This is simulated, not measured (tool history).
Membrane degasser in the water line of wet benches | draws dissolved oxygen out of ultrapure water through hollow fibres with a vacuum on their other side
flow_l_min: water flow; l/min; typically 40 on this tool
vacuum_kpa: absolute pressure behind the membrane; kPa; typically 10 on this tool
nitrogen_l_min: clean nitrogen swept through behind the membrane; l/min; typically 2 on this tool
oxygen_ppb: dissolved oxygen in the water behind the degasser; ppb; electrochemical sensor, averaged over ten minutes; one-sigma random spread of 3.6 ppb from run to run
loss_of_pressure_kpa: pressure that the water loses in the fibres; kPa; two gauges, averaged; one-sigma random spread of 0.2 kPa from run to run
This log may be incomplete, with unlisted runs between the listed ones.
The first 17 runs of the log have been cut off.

| run | hour | flow_l_min | vacuum_kpa | nitrogen_l_min | hours since the membrane was changed | hours since the vacuum gauge was calibrated | hours since the vacuum lines were made tight | oxygen_ppb | loss_of_pressure_kpa |
|---|---|---|---|---|---|---|---|---|---|
| 18 | 1093.8 | 31 | 8.2 | 4.12 | 1557 | 1714 | 577 | 123.4 | 33.22 |
| 19 | 1133.6 | 35 | 8.5 | 2.2 | 1597 | 1754 | 617 | 238 | 37.79 |
|  | 1141.8 | gauge calibrated |
| 20 | 1218.9 | 35 | 8.5 | 2.2 | 1683 | 1839 | 703 | 231.5 | 38.85 |
| 21 | 1258 | 35 | 8.5 | 2.2 | 1722 | 1878 | 742 | 234.7 | 38.58 |
| 22 | 1300.2 | 40 | 10.9 | 1.32 | 1764 | 1921 | 784 | 525.7 | 43.96 |
| 23 | 1365.7 | 40 | 10.9 | 1.32 | 1829 | 1986 | 849 | 537 | 43.79 |
| 24 | 1411.1 | 40 | 10.9 | 1.32 | 1875 | 2032 | 895 | 534 | 43.74 |
| 25 | 1485.7 | 35 | 10.9 | 2.12 | 1949 | 2106 | 969 | 326.2 | 38.08 |
| 26 | 1570.8 | 58 | 6.2 | 2.03 | 2034 | 2191 | 1054 | 341.6 | 63.59 |
| 27 | 1637.1 | 42 | 11.5 | 1.14 | 2101 | 2258 | 1121 | 657 | 45.74 |
| 28 | 1680.4 | 42 | 11.5 | 1.14 | 2144 | 2301 | 1164 | 649.4 | 45.72 |
| 29 | 1725 | 38 | 7.7 | 4.26 | 2189 | 2345 | 1209 | 158.4 | 41.22 |
| 30 | 1785.1 | 38 | 7.7 | 4.26 | 2249 | 2406 | 1269 | 155.2 | 41.64 |
| 31 | 1867.2 | 40 | 14 | 2 | 2331 | 2488 | 1351 | 518 | 43.61 |
| 32 | 1927.5 | 25 | 24.6 | 2.53 | 2391 | 2548 | 1411 | 488.7 | 27.13 |

Estimate the outcome of run 33 from the log above:
| 33 | 1972 | 25 | 24.6 | 2.53 | 2436 | 2593 | 1456 | ? | ? |

Run 33 came out at oxygen_ppb 485.3 ppb, loss_of_pressure_kpa 26.96 kPa.
With no hidden state in the tool, this same run would have given oxygen_ppb 485.1 ppb, loss_of_pressure_kpa 27.41 kPa.
